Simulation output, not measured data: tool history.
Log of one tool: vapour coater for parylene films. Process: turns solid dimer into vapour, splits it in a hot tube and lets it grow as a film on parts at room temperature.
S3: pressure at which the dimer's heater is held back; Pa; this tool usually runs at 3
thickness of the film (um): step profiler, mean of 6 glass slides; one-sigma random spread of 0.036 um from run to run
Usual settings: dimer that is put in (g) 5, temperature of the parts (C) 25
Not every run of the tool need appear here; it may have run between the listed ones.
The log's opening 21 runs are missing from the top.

run 22 hour=262.8 | dimer_that_is_put_in_(g)=5 temperature_of_the_parts_(C)=17 S3=3 | thickness_of_the_film_(um)=4.8
run 23 hour=273.2 | dimer_that_is_put_in_(g)=5 temperature_of_the_parts_(C)=17 S3=3 | thickness_of_the_film_(um)=4.75
run 24 hour=282.2 | dimer_that_is_put_in_(g)=5 temperature_of_the_parts_(C)=17 S3=3 | thickness_of_the_film_(um)=4.8
run 25 hour=290.9 | dimer_that_is_put_in_(g)=7 temperature_of_the_parts_(C)=36 S3=3 | thickness_of_the_film_(um)=3.01
-- hour=303.8 table's thermometer calibrated, once more
run 26 hour=303.8 | dimer_that_is_put_in_(g)=7 temperature_of_the_parts_(C)=36 S3=3 | thickness_of_the_film_(um)=3.17
run 27 hour=318.5 | dimer_that_is_put_in_(g)=5 temperature_of_the_parts_(C)=32 S3=3 | thickness_of_the_film_(um)=2.64
run 28 hour=334.2 | dimer_that_is_put_in_(g)=9 temperature_of_the_parts_(C)=28 S3=3 | thickness_of_the_film_(um)=5.45
run 29 hour=345.9 | dimer_that_is_put_in_(g)=7 temperature_of_the_parts_(C)=22 S3=3 | thickness_of_the_film_(um)=5.41
run 30 hour=354.7 | dimer_that_is_put_in_(g)=7 temperature_of_the_parts_(C)=22 S3=3 | thickness_of_the_film_(um)=5.4
run 31 hour=366.5 | dimer_that_is_put_in_(g)=3 temperature_of_the_parts_(C)=20 S3=2.56 | thickness_of_the_film_(um)=2.63
run 32 hour=374.3 | dimer_that_is_put_in_(g)=3 temperature_of_the_parts_(C)=24 S3=4.5 | thickness_of_the_film_(um)=2.04
run 33 hour=388 | dimer_that_is_put_in_(g)=2 temperature_of_the_parts_(C)=22 S3=5.19 | thickness_of_the_film_(um)=1.47
run 34 hour=403.3 | dimer_that_is_put_in_(g)=4 temperature_of_the_parts_(C)=23 S3=2.64 | thickness_of_the_film_(um)=2.94
run 35 hour=419.9 | dimer_that_is_put_in_(g)=3 temperature_of_the_parts_(C)=27 S3=10.44 | thickness_of_the_film_(um)=1.64
run 36 hour=431.8 | dimer_that_is_put_in_(g)=3 temperature_of_the_parts_(C)=36 S3=3.39 | thickness_of_the_film_(um)=1.24
run 37 hour=443.6 | dimer_that_is_put_in_(g)=5 temperature_of_the_parts_(C)=25 S3=4.08 | thickness_of_the_film_(um)=3.22
run 38 hour=450.6 | dimer_that_is_put_in_(g)=5 temperature_of_the_parts_(C)=18 S3=5.16 | thickness_of_the_film_(um)=4.24
run 39 hour=463.1 | dimer_that_is_put_in_(g)=5 temperature_of_the_parts_(C)=17 S3=6.89 | thickness_of_the_film_(um)=4.32
-- hour=480.7 trap's valve overhauled
run 40 hour=480.8 | dimer_that_is_put_in_(g)=5 temperature_of_the_parts_(C)=17 S3=2.31 | thickness_of_the_film_(um)=5.43
run 41 hour=488.7 | dimer_that_is_put_in_(g)=5 temperature_of_the_parts_(C)=17 S3=2.31 | thickness_of_the_film_(um)=5.49
run 42 hour=501.6 | dimer_that_is_put_in_(g)=3 temperature_of_the_parts_(C)=25 S3=4.53 | thickness_of_the_film_(um)=2.17
run 43 hour=511.7 | dimer_that_is_put_in_(g)=3 temperature_of_the_parts_(C)=25 S3=4.53 | thickness_of_the_film_(um)=2.18

Expected results for the next run?
run 44 hour=524.8 | dimer_that_is_put_in_(g)=3 temperature_of_the_parts_(C)=25 S3=4.53 | thickness_of_the_film_(um)=?

thickness of the film (um): 2.14
Minus the tool's unlogged condition, the same run would have read thickness of the film (um) 2.18.
